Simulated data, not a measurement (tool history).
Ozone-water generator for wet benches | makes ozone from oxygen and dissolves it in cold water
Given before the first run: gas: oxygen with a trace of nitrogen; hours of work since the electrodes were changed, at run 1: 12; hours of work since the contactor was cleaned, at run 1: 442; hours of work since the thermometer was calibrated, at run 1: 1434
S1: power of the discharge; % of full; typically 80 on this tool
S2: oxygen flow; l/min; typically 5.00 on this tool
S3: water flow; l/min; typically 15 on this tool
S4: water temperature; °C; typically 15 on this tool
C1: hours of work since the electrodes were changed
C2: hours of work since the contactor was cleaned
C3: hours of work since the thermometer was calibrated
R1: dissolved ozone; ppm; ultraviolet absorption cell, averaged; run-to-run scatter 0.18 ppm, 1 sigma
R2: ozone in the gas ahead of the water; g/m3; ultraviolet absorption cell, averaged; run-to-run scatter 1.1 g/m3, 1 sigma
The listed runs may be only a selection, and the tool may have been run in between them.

run    hour  S1    S2  S3  S4   C1    C2    C3    R1     R2
  1     0.0  80  5.00  15  15   12   442  1434  25.4  200.3
  2    55.3  80  5.00  15  15   50   480  1472  25.5  199.3
  3   112.2  80  5.00  15  15   90   520  1512  25.3  199.3
  4   140.7  80  5.00  15  11  110   539  1532  26.7  199.3
  5   184.2  80  5.00  19  15  140   570  1562  21.3  197.5
  6   221.4  80  5.00  19  15  166   596  1588  21.2  198.4
  7   254.4  80  5.00  19  15  189   618  1611  21.3  200.2
  8   293.5  80  5.00  19  15  216   646  1638  21.0  198.5
  9   324.3  80  5.00  19  15  238   667  1659  20.8  198.4
 10   352.5  80  5.00  19  15  257   687  1679  21.1  200.0
 11   401.7  80  5.00  15  15  291   721  1713  25.0  196.5
 12   459.6  80  5.00  15  15  332   761  1753  25.1  198.4
 13   518.3  80  5.00  15  15  372   802  1794  24.8  197.6
 14   557.0  80  5.00  15  15  399   829  1821  24.8  198.9
 15   593.4  80  5.00  15  15  425   854  1847  24.7  199.2
 16   623.3  80  5.00  15  15  446   875  1867  25.2  197.5
 17   662.3  80  5.00  16  12  473   902  1894  24.8  197.2
 18   725.4  80  5.00  16  12  517   946  1938  24.7  198.1
 19   781.6  80  5.00  16  12  556   985  1977  24.7  197.7
 20   817.4  51  5.00  12  11  580  1010  2002  22.3  141.7
 21   845.4  51  5.00  12  11  600  1030  2022  22.2  144.5
 22   894.7  68  3.29  20   8  634  1064  2056  18.6  223.9
 23   941.3  64  5.82  14  17  667  1096  2088  20.8  153.5
 24   969.6  80  5.75  15  15  686  1116  2108  24.0  181.6
 25  1023.8  80  3.99  15  15  724  1154  2146  24.9  223.5
 26  1080.7  80  3.99  12  15  764  1193  2185  29.3  226.5
 27  1141.3  65  8.97  14   7  806  1235  2228  23.1  119.1
 28  1179.0  80  5.00  15  15  832  1262  2254  24.7  196.2
 29  1240.1  82  5.00  10  20  875  1304  2296  28.9  201.6
 30  1298.3  82  5.00  10  20  915  1345  2337  28.9  200.0
 31  1360.1  80  7.54  24  15  958  1388  2380  16.5  152.5
 32  1419.5  66  5.00  13   8  999  1429  2421  26.2  171.2

Each row is a separate what-if for the run after 32, all from the same tool condition, not one after another. Results?
  A  1473.9  66  7.71  13   8  1037  1467  2459   ?   ?
  B  1473.9  80  3.48  15  15  1037  1467  2459   ?   ?
  C  1473.9  52  2.90  15  13  1037  1467  2459   ?   ?
  D  1473.9  47  5.35  15  15  1037  1467  2459   ?   ?

run    R1     R2
  A  24.5  130.6
  B  24.6  241.6
  C  18.6  201.4
  D  16.8  128.6
What these runs would have given with no unlogged condition in the tool:
run    R1     R2
  A  25.8  134.0
  B  25.9  248.7
  C  19.4  205.6
  D  17.6  131.0

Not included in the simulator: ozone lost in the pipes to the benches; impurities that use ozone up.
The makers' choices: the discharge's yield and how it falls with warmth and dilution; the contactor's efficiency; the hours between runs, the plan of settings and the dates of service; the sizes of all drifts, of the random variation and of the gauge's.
